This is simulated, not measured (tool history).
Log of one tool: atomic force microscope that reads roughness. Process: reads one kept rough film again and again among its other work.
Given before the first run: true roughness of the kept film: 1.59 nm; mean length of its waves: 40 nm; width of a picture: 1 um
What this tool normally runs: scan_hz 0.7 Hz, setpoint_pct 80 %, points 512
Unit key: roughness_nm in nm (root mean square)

{"run": 1, "day": 0.0, "scan_hz": 0.7, "setpoint_pct": 80, "points": 512, "roughness_nm": 1.4}
{"run": 2, "day": 0.446, "scan_hz": 0.7, "setpoint_pct": 80, "points": 512, "roughness_nm": 1.409}
{"run": 3, "day": 0.846, "scan_hz": 0.7, "setpoint_pct": 80, "points": 512, "roughness_nm": 1.392}
{"run": 4, "day": 1.325, "scan_hz": 0.927, "setpoint_pct": 80, "points": 512, "roughness_nm": 1.387}
{"run": 5, "day": 1.904, "scan_hz": 1.784, "setpoint_pct": 80, "points": 512, "roughness_nm": 1.328}
{"run": 6, "day": 2.4, "scan_hz": 0.7, "setpoint_pct": 80, "points": 512, "roughness_nm": 1.394}
{"run": 7, "day": 2.804, "scan_hz": 0.7, "setpoint_pct": 80, "points": 512, "roughness_nm": 1.384}
{"run": 8, "day": 3.129, "scan_hz": 0.7, "setpoint_pct": 80, "points": 512, "roughness_nm": 1.378}
{"run": 9, "day": 3.504, "scan_hz": 0.7, "setpoint_pct": 68, "points": 512, "roughness_nm": 1.41}

Run 10, settings as shown, results not yet in. Your forecast:
{"run": 10, "day": 3.846, "scan_hz": 0.7, "setpoint_pct": 67, "points": 512, "roughness_nm": "?"}

{"run 10": {"roughness_nm": 1.4}}
Minus the tool's unlogged condition, the same run would have read roughness_nm 1.519 nm (root mean square).

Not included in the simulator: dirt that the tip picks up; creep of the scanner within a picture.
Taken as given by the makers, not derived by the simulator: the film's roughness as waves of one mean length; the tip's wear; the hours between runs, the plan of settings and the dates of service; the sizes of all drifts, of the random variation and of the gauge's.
